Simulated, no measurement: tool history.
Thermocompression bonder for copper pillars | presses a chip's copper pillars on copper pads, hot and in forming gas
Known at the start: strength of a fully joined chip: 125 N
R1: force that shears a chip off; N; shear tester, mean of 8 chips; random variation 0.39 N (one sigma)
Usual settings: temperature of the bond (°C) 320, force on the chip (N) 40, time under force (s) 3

run 1 hour=0.0 | temperature_of_the_bond_(°C)=320 force_on_the_chip_(N)=40 time_under_force_(s)=3 | R1=85.2
run 2 hour=16.2 | temperature_of_the_bond_(°C)=320 force_on_the_chip_(N)=40 time_under_force_(s)=3 | R1=85.3
run 3 hour=25.4 | temperature_of_the_bond_(°C)=320 force_on_the_chip_(N)=40 time_under_force_(s)=3 | R1=84.7
run 4 hour=34.3 | temperature_of_the_bond_(°C)=320 force_on_the_chip_(N)=52 time_under_force_(s)=3 | R1=92.1
run 5 hour=51.0 | temperature_of_the_bond_(°C)=320 force_on_the_chip_(N)=52 time_under_force_(s)=3 | R1=92.1
run 6 hour=60.1 | temperature_of_the_bond_(°C)=320 force_on_the_chip_(N)=52 time_under_force_(s)=3 | R1=92.3
run 7 hour=81.0 | temperature_of_the_bond_(°C)=320 force_on_the_chip_(N)=52 time_under_force_(s)=3 | R1=92.1
run 8 hour=97.6 | temperature_of_the_bond_(°C)=320 force_on_the_chip_(N)=52 time_under_force_(s)=3 | R1=91.0
run 9 hour=112.6 | temperature_of_the_bond_(°C)=320 force_on_the_chip_(N)=52 time_under_force_(s)=3 | R1=90.7
run 10 hour=121.5 | temperature_of_the_bond_(°C)=320 force_on_the_chip_(N)=52 time_under_force_(s)=4 | R1=95.8
run 11 hour=134.2 | temperature_of_the_bond_(°C)=320 force_on_the_chip_(N)=46 time_under_force_(s)=3 | R1=87.3
run 12 hour=151.1 | temperature_of_the_bond_(°C)=320 force_on_the_chip_(N)=46 time_under_force_(s)=3 | R1=86.6
run 13 hour=161.3 | temperature_of_the_bond_(°C)=320 force_on_the_chip_(N)=46 time_under_force_(s)=3 | R1=87.3
run 14 hour=181.4 | temperature_of_the_bond_(°C)=327 force_on_the_chip_(N)=40 time_under_force_(s)=3 | R1=87.1
run 15 hour=199.0 | temperature_of_the_bond_(°C)=320 force_on_the_chip_(N)=40 time_under_force_(s)=3 | R1=82.2
run 16 hour=207.8 | temperature_of_the_bond_(°C)=320 force_on_the_chip_(N)=40 time_under_force_(s)=3 | R1=81.9
run 17 hour=227.1 | temperature_of_the_bond_(°C)=320 force_on_the_chip_(N)=40 time_under_force_(s)=5 | R1=91.5
-- hour=244.3 forming gas filter changed
run 18 hour=246.7 | temperature_of_the_bond_(°C)=320 force_on_the_chip_(N)=40 time_under_force_(s)=5 | R1=102.1
run 19 hour=259.8 | temperature_of_the_bond_(°C)=320 force_on_the_chip_(N)=53 time_under_force_(s)=5 | R1=108.7
run 20 hour=271.8 | temperature_of_the_bond_(°C)=320 force_on_the_chip_(N)=53 time_under_force_(s)=5 | R1=108.5
run 21 hour=289.8 | temperature_of_the_bond_(°C)=320 force_on_the_chip_(N)=53 time_under_force_(s)=5 | R1=109.4
run 22 hour=298.6 | temperature_of_the_bond_(°C)=337 force_on_the_chip_(N)=25 time_under_force_(s)=3 | R1=86.9
run 23 hour=316.1 | temperature_of_the_bond_(°C)=337 force_on_the_chip_(N)=40 time_under_force_(s)=2 | R1=93.6
run 24 hour=330.5 | temperature_of_the_bond_(°C)=314 force_on_the_chip_(N)=39 time_under_force_(s)=2 | R1=75.8
run 25 hour=343.5 | temperature_of_the_bond_(°C)=292 force_on_the_chip_(N)=53 time_under_force_(s)=3 | R1=76.8
run 26 hour=363.0 | temperature_of_the_bond_(°C)=350 force_on_the_chip_(N)=53 time_under_force_(s)=5 | R1=118.4
run 27 hour=373.9 | temperature_of_the_bond_(°C)=295 force_on_the_chip_(N)=32 time_under_force_(s)=2 | R1=54.5
run 28 hour=382.6 | temperature_of_the_bond_(°C)=295 force_on_the_chip_(N)=32 time_under_force_(s)=2 | R1=55.0
run 29 hour=395.4 | temperature_of_the_bond_(°C)=295 force_on_the_chip_(N)=32 time_under_force_(s)=2 | R1=54.6
run 30 hour=409.8 | temperature_of_the_bond_(°C)=345 force_on_the_chip_(N)=30 time_under_force_(s)=4 | R1=102.0
run 31 hour=419.8 | temperature_of_the_bond_(°C)=345 force_on_the_chip_(N)=30 time_under_force_(s)=4 | R1=101.9
run 32 hour=428.8 | temperature_of_the_bond_(°C)=336 force_on_the_chip_(N)=60 time_under_force_(s)=4 | R1=112.8
run 33 hour=440.3 | temperature_of_the_bond_(°C)=303 force_on_the_chip_(N)=60 time_under_force_(s)=3 | R1=88.9
run 34 hour=455.2 | temperature_of_the_bond_(°C)=303 force_on_the_chip_(N)=60 time_under_force_(s)=3 | R1=87.9
run 35 hour=466.1 | temperature_of_the_bond_(°C)=294 force_on_the_chip_(N)=30 time_under_force_(s)=3 | R1=59.4
run 36 hour=477.5 | temperature_of_the_bond_(°C)=304 force_on_the_chip_(N)=27 time_under_force_(s)=3 | R1=64.1
run 37 hour=495.1 | temperature_of_the_bond_(°C)=304 force_on_the_chip_(N)=38 time_under_force_(s)=5 | R1=85.6
run 38 hour=515.4 | temperature_of_the_bond_(°C)=306 force_on_the_chip_(N)=32 time_under_force_(s)=4 | R1=77.0
run 39 hour=525.4 | temperature_of_the_bond_(°C)=306 force_on_the_chip_(N)=32 time_under_force_(s)=4 | R1=76.2

4 ways to go on from here, each from the tool as it stands after run 39. What would each give?
run A hour=545.2 | temperature_of_the_bond_(°C)=306 force_on_the_chip_(N)=32 time_under_force_(s)=2 | R1=?
run B hour=545.2 | temperature_of_the_bond_(°C)=341 force_on_the_chip_(N)=59 time_under_force_(s)=7 | R1=?
run C hour=545.2 | temperature_of_the_bond_(°C)=305 force_on_the_chip_(N)=40 time_under_force_(s)=3 | R1=?
run D hour=545.2 | temperature_of_the_bond_(°C)=294 force_on_the_chip_(N)=29 time_under_force_(s)=3 | R1=?

run=A R1=61.2
run=B R1=114.1
run=C R1=75.6
run=D R1=57.8
Without the tool's hidden state the same runs would have given:
run=A R1=59.9
run=B R1=120.3
run=C R1=74.9
run=D R1=56.3
